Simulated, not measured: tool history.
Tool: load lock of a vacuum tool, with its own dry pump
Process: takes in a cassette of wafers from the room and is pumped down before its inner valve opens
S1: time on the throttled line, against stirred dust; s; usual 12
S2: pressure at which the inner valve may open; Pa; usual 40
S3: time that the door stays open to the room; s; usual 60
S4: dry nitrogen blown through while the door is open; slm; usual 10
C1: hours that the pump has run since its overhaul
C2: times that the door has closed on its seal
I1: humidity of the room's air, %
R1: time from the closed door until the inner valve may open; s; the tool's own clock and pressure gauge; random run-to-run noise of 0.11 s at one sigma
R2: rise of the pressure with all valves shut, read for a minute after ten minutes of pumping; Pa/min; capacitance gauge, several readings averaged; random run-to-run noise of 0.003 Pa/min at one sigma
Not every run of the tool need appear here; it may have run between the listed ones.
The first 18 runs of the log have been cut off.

run,hour,S1,S2,S3,S4,C1,C2,I1,R1,R2
# hour 6163.5: dry pump taken out, an overhauled one fitted
19,6273.8,12,40,60,10,110,8508,45.3,20.7,0.066
20,6483.1,8,54,129,13,320,9325,47.3,16.7,0.08
21,6855.1,8,54,129,13,692,10776,46,16.7,0.086
22,7092,10,40,60,7,928,11700,45.5,18.7,0.091
23,7353.3,12,40,60,13,1190,12719,44.2,20.4,0.079
24,7597.5,12,50,82,10,1434,13672,45.4,20.3,0.1
25,7951.3,12,50,82,10,1788,15052,43.5,20.6,0.104
26,8341.9,7,71,180,11,2178,16575,46.5,15.7,0.125
27,8693.9,7,71,174,16,2530,17948,41.1,15.8,0.112
28,8977.5,7,69,174,16,2814,19054,44.5,15.9,0.13
29,9265.7,7,54,60,14,3102,20178,44.1,16.2,0.124
30,9607.6,7,54,60,14,3444,21512,44.1,16.4,0.126

Expected results for the next run?
31,9842.2,15,66,60,10,3679,22427,44.3,?,?

For run 31 the tool returned R1 22.9 s, R2 0.139 Pa/min.
Were there no unlogged condition in the tool, this run, its random variation unchanged, would have produced R1 22.3 s, R2 0.043 Pa/min.
